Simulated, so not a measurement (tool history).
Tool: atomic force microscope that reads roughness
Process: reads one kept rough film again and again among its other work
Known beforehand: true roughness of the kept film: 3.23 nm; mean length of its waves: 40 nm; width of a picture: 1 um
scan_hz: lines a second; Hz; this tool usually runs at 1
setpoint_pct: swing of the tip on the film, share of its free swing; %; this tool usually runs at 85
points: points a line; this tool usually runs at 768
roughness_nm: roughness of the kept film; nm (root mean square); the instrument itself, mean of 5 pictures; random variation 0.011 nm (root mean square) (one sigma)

{"run": 1, "hour": 0.0, "scan_hz": 1, "setpoint_pct": 85, "points": 768, "roughness_nm": 2.181}
{"hour": 3.9, "done": "new tip fitted"}
{"run": 2, "hour": 9.1, "scan_hz": 1, "setpoint_pct": 85, "points": 768, "roughness_nm": 2.518}
{"run": 3, "hour": 22.2, "scan_hz": 1, "setpoint_pct": 85, "points": 768, "roughness_nm": 2.223}
{"hour": 34.0, "done": "new tip fitted"}
{"run": 4, "hour": 36.7, "scan_hz": 1, "setpoint_pct": 85, "points": 768, "roughness_nm": 2.596}
{"run": 5, "hour": 48.1, "scan_hz": 1, "setpoint_pct": 85, "points": 369, "roughness_nm": 2.342}
{"hour": 63.8, "done": "new tip fitted"}
{"run": 6, "hour": 64.2, "scan_hz": 1, "setpoint_pct": 85, "points": 369, "roughness_nm": 2.61}
{"run": 7, "hour": 74.8, "scan_hz": 1, "setpoint_pct": 85, "points": 768, "roughness_nm": 2.394}
{"run": 8, "hour": 91.8, "scan_hz": 1, "setpoint_pct": 85, "points": 768, "roughness_nm": 2.074}
{"hour": 93.9, "done": "new tip fitted"}
{"run": 9, "hour": 108.9, "scan_hz": 2.96, "setpoint_pct": 85, "points": 768, "roughness_nm": 1.903}
{"run": 10, "hour": 121.0, "scan_hz": 2.96, "setpoint_pct": 85, "points": 768, "roughness_nm": 1.741}
{"hour": 124.2, "done": "new tip fitted"}
{"run": 11, "hour": 131.5, "scan_hz": 1.23, "setpoint_pct": 62, "points": 586, "roughness_nm": 2.654}
{"run": 12, "hour": 145.8, "scan_hz": 0.57, "setpoint_pct": 84, "points": 677, "roughness_nm": 2.299}
{"hour": 148.3, "done": "height scale calibrated on a step standard"}
{"hour": 155.5, "done": "new tip fitted"}
{"run": 13, "hour": 157.6, "scan_hz": 0.57, "setpoint_pct": 84, "points": 677, "roughness_nm": 2.714}
{"run": 14, "hour": 171.1, "scan_hz": 0.57, "setpoint_pct": 84, "points": 677, "roughness_nm": 2.447}
{"run": 15, "hour": 183.0, "scan_hz": 0.57, "setpoint_pct": 84, "points": 677, "roughness_nm": 2.206}
{"hour": 184.5, "done": "new tip fitted"}
{"run": 16, "hour": 199.6, "scan_hz": 0.77, "setpoint_pct": 86, "points": 528, "roughness_nm": 2.382}
{"hour": 214.2, "done": "new tip fitted"}
{"run": 17, "hour": 214.9, "scan_hz": 0.77, "setpoint_pct": 86, "points": 528, "roughness_nm": 2.685}

Alternative continuations, all from the tool just after run 17; predict every row:
{"run": "A", "hour": 232.1, "scan_hz": 1, "setpoint_pct": 85, "points": 333, "roughness_nm": "?"}
{"run": "B", "hour": 232.1, "scan_hz": 0.7, "setpoint_pct": 86, "points": 528, "roughness_nm": "?"}
{"run": "C", "hour": 232.1, "scan_hz": 2.03, "setpoint_pct": 60, "points": 280, "roughness_nm": "?"}
{"run": "D", "hour": 232.1, "scan_hz": 2.26, "setpoint_pct": 86, "points": 528, "roughness_nm": "?"}

run=A roughness_nm=2.288
run=B roughness_nm=2.352
run=C roughness_nm=2.39
run=D roughness_nm=2
Had the tool no hidden state, the same runs would have come out as:
run=A roughness_nm=2.673
run=B roughness_nm=2.746
run=C roughness_nm=2.791
run=D roughness_nm=2.334
